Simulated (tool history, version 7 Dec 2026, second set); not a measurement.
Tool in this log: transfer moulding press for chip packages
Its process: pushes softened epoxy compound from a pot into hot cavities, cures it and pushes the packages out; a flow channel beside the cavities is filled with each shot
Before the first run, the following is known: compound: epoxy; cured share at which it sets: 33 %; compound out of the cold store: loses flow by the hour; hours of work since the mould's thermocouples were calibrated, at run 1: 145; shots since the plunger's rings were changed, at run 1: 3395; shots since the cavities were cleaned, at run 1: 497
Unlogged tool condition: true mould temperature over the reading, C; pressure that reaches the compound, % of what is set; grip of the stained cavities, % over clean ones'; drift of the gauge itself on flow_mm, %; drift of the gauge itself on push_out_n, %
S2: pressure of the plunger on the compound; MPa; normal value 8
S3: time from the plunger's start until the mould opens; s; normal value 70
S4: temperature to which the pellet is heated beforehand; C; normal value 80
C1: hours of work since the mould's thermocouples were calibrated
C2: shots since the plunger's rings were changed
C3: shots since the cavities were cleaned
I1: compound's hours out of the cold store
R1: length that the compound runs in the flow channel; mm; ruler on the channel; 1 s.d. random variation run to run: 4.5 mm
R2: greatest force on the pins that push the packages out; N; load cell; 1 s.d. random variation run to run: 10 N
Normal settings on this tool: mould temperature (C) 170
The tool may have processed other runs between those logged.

run 1 hour=0 | mould_temperature_(C)=170 S2=8 S3=70 S4=80 | C1=145 C2=3395 C3=497 | I1=33.7 | R1=624 R2=792
run 2 hour=10.9 | mould_temperature_(C)=170 S2=8 S3=103 S4=80 | C1=151 C2=3540 C3=642 | I1=12.7 | R1=682 R2=522
run 3 hour=21.2 | mould_temperature_(C)=170 S2=8 S3=103 S4=80 | C1=157 C2=3677 C3=779 | I1=27.4 | R1=638 R2=557
run 4 hour=29.5 | mould_temperature_(C)=170 S2=8 S3=70 S4=80 | C1=161 C2=3787 C3=889 | I1=39.7 | R1=602 R2=912
run 5 hour=37.4 | mould_temperature_(C)=170 S2=8 S3=70 S4=80 | C1=166 C2=3892 C3=994 | I1=34.3 | R1=611 R2=943
-- hour=39.8 cavities cleaned with cleaning compound and waxed
run 6 hour=47.4 | mould_temperature_(C)=170 S2=8 S3=70 S4=80 | C1=170 C2=4005 C3=101 | I1=28.3 | R1=625 R2=571
run 7 hour=55.5 | mould_temperature_(C)=170 S2=8 S3=70 S4=80 | C1=175 C2=4113 C3=209 | I1=8.5 | R1=685 R2=677
run 8 hour=63.4 | mould_temperature_(C)=170 S2=9.24 S3=70 S4=80 | C1=179 C2=4218 C3=314 | I1=37.2 | R1=650 R2=679
-- hour=68.5 plunger's sealing rings changed
run 9 hour=72.1 | mould_temperature_(C)=170 S2=8 S3=70 S4=80 | C1=182 C2=48 C3=397 | I1=8.5 | R1=747 R2=805
run 10 hour=82.8 | mould_temperature_(C)=170 S2=8 S3=73 S4=80 | C1=188 C2=190 C3=539 | I1=9.1 | R1=746 R2=792
run 11 hour=92.8 | mould_temperature_(C)=170 S2=8 S3=73 S4=80 | C1=194 C2=323 C3=672 | I1=28 | R1=683 R2=781
run 12 hour=102.9 | mould_temperature_(C)=170 S2=8 S3=73 S4=80 | C1=199 C2=457 C3=806 | I1=24.3 | R1=691 R2=859
run 13 hour=107.7 | mould_temperature_(C)=170 S2=8 S3=70 S4=80 | C1=202 C2=520 C3=869 | I1=24.1 | R1=693 R2=968
-- hour=119.1 cavities cleaned with cleaning compound and waxed
run 14 hour=120.5 | mould_temperature_(C)=170 S2=8 S3=70 S4=80 | C1=208 C2=671 C3=18 | I1=22.3 | R1=691 R2=553
run 15 hour=127 | mould_temperature_(C)=170 S2=9.35 S3=70 S4=80 | C1=211 C2=758 C3=105 | I1=12.1 | R1=779 R2=621
run 16 hour=136.4 | mould_temperature_(C)=165 S2=9.35 S3=70 S4=80 | C1=216 C2=883 C3=230 | I1=28.4 | R1=744 R2=1041
run 17 hour=143.9 | mould_temperature_(C)=165 S2=9.35 S3=70 S4=80 | C1=221 C2=983 C3=330 | I1=18.6 | R1=780 R2=1123
run 18 hour=149.2 | mould_temperature_(C)=175 S2=6.02 S3=70 S4=82 | C1=223 C2=1053 C3=400 | I1=15.5 | R1=604 R2=571
run 19 hour=158.9 | mould_temperature_(C)=176 S2=6.85 S3=70 S4=82 | C1=229 C2=1181 C3=528 | I1=46.9 | R1=554 R2=533
run 20 hour=164.7 | mould_temperature_(C)=166 S2=8 S3=55 S4=86 | C1=232 C2=1259 C3=606 | I1=9 | R1=748 R2=2025
run 21 hour=173.3 | mould_temperature_(C)=166 S2=8 S3=55 S4=86 | C1=236 C2=1373 C3=720 | I1=28.5 | R1=680 R2=2018
run 22 hour=178.5 | mould_temperature_(C)=163 S2=8.71 S3=86 S4=83 | C1=239 C2=1443 C3=790 | I1=42.5 | R1=668 R2=924
run 23 hour=189.6 | mould_temperature_(C)=171 S2=7.12 S3=86 S4=81 | C1=245 C2=1591 C3=938 | I1=10 | R1=674 R2=645
-- hour=196.3 cavities cleaned with cleaning compound and waxed
run 24 hour=197.9 | mould_temperature_(C)=171 S2=7.12 S3=86 S4=81 | C1=249 C2=1680 C3=21 | I1=27.4 | R1=620 R2=327
run 25 hour=205.7 | mould_temperature_(C)=170 S2=8 S3=94 S4=74 | C1=253 C2=1784 C3=125 | I1=43.1 | R1=622 R2=382
run 26 hour=215.1 | mould_temperature_(C)=169 S2=8.29 S3=81 S4=82 | C1=258 C2=1909 C3=250 | I1=22 | R1=693 R2=539
run 27 hour=223.4 | mould_temperature_(C)=175 S2=6.1 S3=91 S4=76 | C1=263 C2=2019 C3=360 | I1=14.5 | R1=600 R2=433
run 28 hour=229.7 | mould_temperature_(C)=175 S2=6.1 S3=91 S4=76 | C1=266 C2=2104 C3=445 | I1=10.5 | R1=606 R2=437

Each row is a separate what-if for the run after 28, all from the same tool condition, not one after another. Results?
run A hour=240.8 | mould_temperature_(C)=170 S2=7.95 S3=70 S4=80 | C1=272 C2=2251 C3=592 | I1=26.9 | R1=? R2=?
run B hour=240.8 | mould_temperature_(C)=175 S2=6.1 S3=91 S4=89 | C1=272 C2=2251 C3=592 | I1=37.1 | R1=? R2=?
run C hour=240.8 | mould_temperature_(C)=175 S2=7.85 S3=91 S4=76 | C1=272 C2=2251 C3=592 | I1=24.4 | R1=? R2=?
run D hour=240.8 | mould_temperature_(C)=164 S2=6.1 S3=68 S4=84 | C1=272 C2=2251 C3=592 | I1=42.1 | R1=? R2=?

run=A R1=653 R2=863
run=B R1=535 R2=487
run=C R1=646 R2=493
run=D R1=566 R2=1393
With the hidden condition removed and each run's random variation left untouched, the same runs would have given:
run=A R1=683 R2=503
run=B R1=560 R2=288
run=C R1=675 R2=295
run=D R1=591 R2=818

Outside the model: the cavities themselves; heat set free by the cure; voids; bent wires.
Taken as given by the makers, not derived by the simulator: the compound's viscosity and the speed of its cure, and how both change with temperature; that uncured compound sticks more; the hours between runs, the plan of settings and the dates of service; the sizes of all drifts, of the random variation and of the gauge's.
